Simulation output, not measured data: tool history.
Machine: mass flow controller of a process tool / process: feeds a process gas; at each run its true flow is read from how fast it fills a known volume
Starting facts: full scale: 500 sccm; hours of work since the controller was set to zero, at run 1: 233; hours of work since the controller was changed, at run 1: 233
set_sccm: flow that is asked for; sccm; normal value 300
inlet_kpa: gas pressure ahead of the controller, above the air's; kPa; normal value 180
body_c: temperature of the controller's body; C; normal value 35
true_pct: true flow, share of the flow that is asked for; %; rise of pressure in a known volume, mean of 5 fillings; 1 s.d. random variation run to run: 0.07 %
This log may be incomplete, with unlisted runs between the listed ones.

run,hour,set_sccm,inlet_kpa,body_c,hours of work since the controller was set to zero,hours of work since the controller was changed,true_pct
1,0,300,180,35,233,233,99.21
2,124.9,300,180,35,277,277,99.17
3,216.3,300,180,35,309,309,99.17
4,340.8,300,276,35,353,353,99.31
5,508.4,300,180,35,412,412,99.23
6,599.8,300,180,35,444,444,99.16
7,758.1,300,180,35,500,500,99.26
8,836.8,300,180,35,528,528,99.17
9,931.3,300,180,35,561,561,99.22
10,1045.4,242,180,35,601,601,99.04
11,1156.5,242,180,35,641,641,98.95
12,1231.3,300,180,34,667,667,99.18
13,1366.5,300,180,35,715,715,99.34
14,1480.1,300,180,35,755,755,99.21
15,1561.2,300,180,35,783,783,99.24
# hour 1576: controller's zero set anew
16,1646.5,300,180,35,25,813,99.25
17,1809.2,300,180,35,82,870,99.29
# hour 1947.9: controller's zero set anew, once more
18,1986.6,300,180,34,14,933,98.87
19,2099.4,300,180,28,53,972,98.8
20,2182.6,300,180,28,83,1002,98.71
21,2298.8,300,180,35,124,1043,98.86
22,2425.7,300,180,35,168,1087,99.01
23,2572.3,300,180,21,220,1139,98.7
24,2704.2,300,214,35,266,1185,99.03
25,2806,300,257,22,302,1221,98.76
26,2951.8,115,194,35,354,1273,98.53
27,3080.6,258,184,40,399,1318,98.87
28,3163.7,183,252,38,428,1347,98.69
29,3327.6,183,217,29,486,1405,98.53
30,3405.7,183,217,32,514,1433,98.53
31,3516.1,111,191,35,552,1471,98.52
32,3588.7,79,265,35,578,1497,98.61
33,3733.7,79,265,35,629,1548,98.72
34,3896.4,79,265,35,686,1605,98.76
35,4039.1,493,263,25,737,1656,99.51
36,4179.4,78,180,32,786,1705,98.66
37,4351.5,209,180,24,847,1766,98.46
38,4463.2,300,147,35,886,1805,98.97
39,4543.7,300,249,26,914,1833,98.84
40,4680.5,300,214,26,963,1882,98.91
41,4767,134,197,22,993,1912,98.35
42,4907.9,381,182,22,1043,1962,98.91
43,5031,97,180,35,1086,2005,98.85
44,5105.1,66,180,37,1112,2031,99.3
45,5239.1,229,254,24,1159,2078,98.6
46,5412.6,342,254,34,1221,2140,99.07
47,5517.3,342,254,34,1257,2176,99.15

Consider 5 possible next runs. They are alternatives, not a sequence: every one starts from the tool as it was left by run 47. What does each give?
A,5656.5,348,198,28,1306,2225,?
B,5656.5,342,270,30,1306,2225,?
C,5656.5,66,190,34,1306,2225,?
D,5656.5,342,165,34,1306,2225,?
E,5656.5,79,222,35,1306,2225,?

run,true_pct
A,98.92
B,99.04
C,99.4
D,99.24
E,99.27
Take away the tool's hidden state, keep each run's random variation, and the runs would have read:
run,true_pct
A,99.41
B,99.52
C,98.35
D,99.73
E,98.54

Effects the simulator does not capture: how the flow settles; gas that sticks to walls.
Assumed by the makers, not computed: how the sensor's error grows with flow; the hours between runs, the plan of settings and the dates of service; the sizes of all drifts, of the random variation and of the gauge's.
